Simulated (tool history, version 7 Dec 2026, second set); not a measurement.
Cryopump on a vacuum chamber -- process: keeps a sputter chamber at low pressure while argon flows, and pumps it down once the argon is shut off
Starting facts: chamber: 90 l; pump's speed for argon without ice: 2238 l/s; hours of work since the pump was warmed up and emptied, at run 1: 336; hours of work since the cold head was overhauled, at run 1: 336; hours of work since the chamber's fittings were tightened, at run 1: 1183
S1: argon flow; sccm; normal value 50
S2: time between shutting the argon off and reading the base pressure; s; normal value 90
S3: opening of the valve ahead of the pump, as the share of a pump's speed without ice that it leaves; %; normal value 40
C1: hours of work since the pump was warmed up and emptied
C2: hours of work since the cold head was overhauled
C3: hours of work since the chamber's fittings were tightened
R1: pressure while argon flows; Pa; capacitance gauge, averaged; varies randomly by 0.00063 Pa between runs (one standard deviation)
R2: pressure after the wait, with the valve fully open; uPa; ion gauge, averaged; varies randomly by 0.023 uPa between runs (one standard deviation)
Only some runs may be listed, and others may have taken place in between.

run,hour,S1,S2,S3,C1,C2,C3,R1,R2
1,0,50,90,40,336,336,1183,0.1005,0.97
2,30.2,60,90,40,355,355,1201,0.1213,0.98
3,50.7,60,90,40,367,367,1213,0.1201,0.99
4,79.8,60,90,40,384,384,1231,0.1223,1
5,126.1,60,90,40,412,412,1259,0.1222,1.06
6,166.7,50,90,40,437,437,1283,0.1015,1.02
7,187,22,200,55,449,449,1295,0.0331,0.69
8,215.4,22,200,55,466,466,1312,0.0344,0.68
9,236.6,30,96,20,479,479,1325,0.1175,0.97
10,262.8,30,267,48,494,494,1341,0.0526,0.69

Run 11 is up next; what results do you expect?
11,306.1,30,267,48,520,520,1367,?,?

{"run 11": {"R1": 0.0527, "R2": 0.66}}
Were there no unlogged condition in the tool, this run, its random variation unchanged, would have produced R1 0.0469 Pa, R2 0.33 uPa.
